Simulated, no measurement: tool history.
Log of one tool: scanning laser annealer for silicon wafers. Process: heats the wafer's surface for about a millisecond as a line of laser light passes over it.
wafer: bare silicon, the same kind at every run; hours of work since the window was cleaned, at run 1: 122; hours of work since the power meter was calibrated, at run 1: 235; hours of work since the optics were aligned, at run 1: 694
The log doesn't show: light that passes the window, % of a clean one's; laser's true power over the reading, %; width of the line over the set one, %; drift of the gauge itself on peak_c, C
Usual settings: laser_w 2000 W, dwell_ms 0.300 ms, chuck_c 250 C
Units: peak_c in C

| run | hour | laser_w | dwell_ms | chuck_c | hours of work since the window was cleaned | hours of work since the power meter was calibrated | hours of work since the optics were aligned | peak_c |
|---|---|---|---|---|---|---|---|---|
| 1 | 0.0 | 2000 | 0.300 | 250 | 122 | 235 | 694 | 986 |
| 2 | 60.1 | 1997 | 0.300 | 250 | 164 | 277 | 736 | 985 |
| 3 | 98.2 | 1997 | 0.300 | 250 | 190 | 303 | 762 | 986 |
| 4 | 153.8 | 2119 | 0.300 | 250 | 229 | 342 | 801 | 1033 |
| 5 | 186.5 | 2119 | 0.300 | 250 | 252 | 364 | 824 | 1033 |
| 6 | 253.1 | 2000 | 0.268 | 250 | 298 | 411 | 870 | 944 |

Run 7 comes next. What will it give?
| 7 | 291.5 | 2000 | 0.268 | 250 | 325 | 437 | 896 | ? |

{"run 7": {"peak_c": 947}}
Without the tool's hidden state the same run would have given peak_c 961 C.
